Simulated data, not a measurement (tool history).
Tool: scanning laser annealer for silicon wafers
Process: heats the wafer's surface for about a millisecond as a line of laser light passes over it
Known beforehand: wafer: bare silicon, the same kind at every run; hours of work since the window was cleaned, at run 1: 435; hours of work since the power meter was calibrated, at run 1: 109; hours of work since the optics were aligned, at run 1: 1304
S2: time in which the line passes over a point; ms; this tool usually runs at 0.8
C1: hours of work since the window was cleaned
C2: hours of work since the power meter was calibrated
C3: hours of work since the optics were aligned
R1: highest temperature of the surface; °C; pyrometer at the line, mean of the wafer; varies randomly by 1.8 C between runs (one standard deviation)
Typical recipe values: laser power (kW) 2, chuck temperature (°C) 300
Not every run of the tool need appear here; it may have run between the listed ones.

{"run": 1, "hour": 0.0, "laser power (kW)": 2, "S2": 0.8, "chuck temperature (°C)": 300, "C1": 435, "C2": 109, "C3": 1304, "R1": 1031}
{"run": 2, "hour": 51.7, "laser power (kW)": 2, "S2": 0.8, "chuck temperature (°C)": 300, "C1": 468, "C2": 141, "C3": 1337, "R1": 1028}
{"run": 3, "hour": 104.6, "laser power (kW)": 2, "S2": 0.8, "chuck temperature (°C)": 300, "C1": 501, "C2": 175, "C3": 1370, "R1": 1030}
{"run": 4, "hour": 146.7, "laser power (kW)": 2, "S2": 0.8, "chuck temperature (°C)": 300, "C1": 528, "C2": 202, "C3": 1397, "R1": 1027}
{"run": 5, "hour": 181.7, "laser power (kW)": 2, "S2": 0.8, "chuck temperature (°C)": 300, "C1": 550, "C2": 224, "C3": 1419, "R1": 1030}
{"run": 6, "hour": 237.8, "laser power (kW)": 2, "S2": 0.8, "chuck temperature (°C)": 300, "C1": 585, "C2": 259, "C3": 1455, "R1": 1025}
{"hour": 294.6, "done": "optics aligned, line set to its width"}
{"run": 7, "hour": 302.9, "laser power (kW)": 2, "S2": 0.8, "chuck temperature (°C)": 295, "C1": 624, "C2": 298, "C3": 5, "R1": 1039}
{"run": 8, "hour": 362.2, "laser power (kW)": 2, "S2": 0.8, "chuck temperature (°C)": 295, "C1": 661, "C2": 335, "C3": 43, "R1": 1038}
{"run": 9, "hour": 420.2, "laser power (kW)": 2, "S2": 0.8, "chuck temperature (°C)": 295, "C1": 698, "C2": 372, "C3": 80, "R1": 1037}
{"run": 10, "hour": 475.4, "laser power (kW)": 2, "S2": 0.8, "chuck temperature (°C)": 295, "C1": 733, "C2": 407, "C3": 115, "R1": 1031}
{"run": 11, "hour": 536.0, "laser power (kW)": 2, "S2": 0.884, "chuck temperature (°C)": 295, "C1": 771, "C2": 445, "C3": 153, "R1": 1076}
{"run": 12, "hour": 581.8, "laser power (kW)": 2, "S2": 0.618, "chuck temperature (°C)": 313, "C1": 800, "C2": 474, "C3": 182, "R1": 952}
{"run": 13, "hour": 634.5, "laser power (kW)": 2, "S2": 0.618, "chuck temperature (°C)": 313, "C1": 834, "C2": 508, "C3": 215, "R1": 955}
{"run": 14, "hour": 682.3, "laser power (kW)": 2, "S2": 0.618, "chuck temperature (°C)": 313, "C1": 864, "C2": 538, "C3": 246, "R1": 955}
{"run": 15, "hour": 722.9, "laser power (kW)": 1.889, "S2": 0.8, "chuck temperature (°C)": 278, "C1": 890, "C2": 564, "C3": 272, "R1": 964}
{"run": 16, "hour": 767.5, "laser power (kW)": 1.889, "S2": 0.8, "chuck temperature (°C)": 278, "C1": 918, "C2": 592, "C3": 300, "R1": 962}
{"hour": 806.6, "done": "window over the wafer cleaned"}
{"run": 17, "hour": 808.3, "laser power (kW)": 1.889, "S2": 0.8, "chuck temperature (°C)": 278, "C1": 1, "C2": 617, "C3": 324, "R1": 975}
{"run": 18, "hour": 838.5, "laser power (kW)": 1.889, "S2": 0.8, "chuck temperature (°C)": 278, "C1": 20, "C2": 636, "C3": 344, "R1": 976}

Below are 3 alternative next runs, each starting from the tool's condition after run 18. Predict each:
{"run": "A", "hour": 894.0, "laser power (kW)": 2, "S2": 0.845, "chuck temperature (°C)": 301, "C1": 55, "C2": 671, "C3": 379, "R1": "?"}
{"run": "B", "hour": 894.0, "laser power (kW)": 1.766, "S2": 0.874, "chuck temperature (°C)": 278, "C1": 55, "C2": 671, "C3": 379, "R1": "?"}
{"run": "C", "hour": 894.0, "laser power (kW)": 2, "S2": 0.785, "chuck temperature (°C)": 300, "C1": 55, "C2": 671, "C3": 379, "R1": "?"}

run=A R1=1070
run=B R1=949
run=C R1=1042
Stripped of hidden state, with their random variation kept, the same runs would have yielded:
run=A R1=1077
run=B R1=955
run=C R1=1049
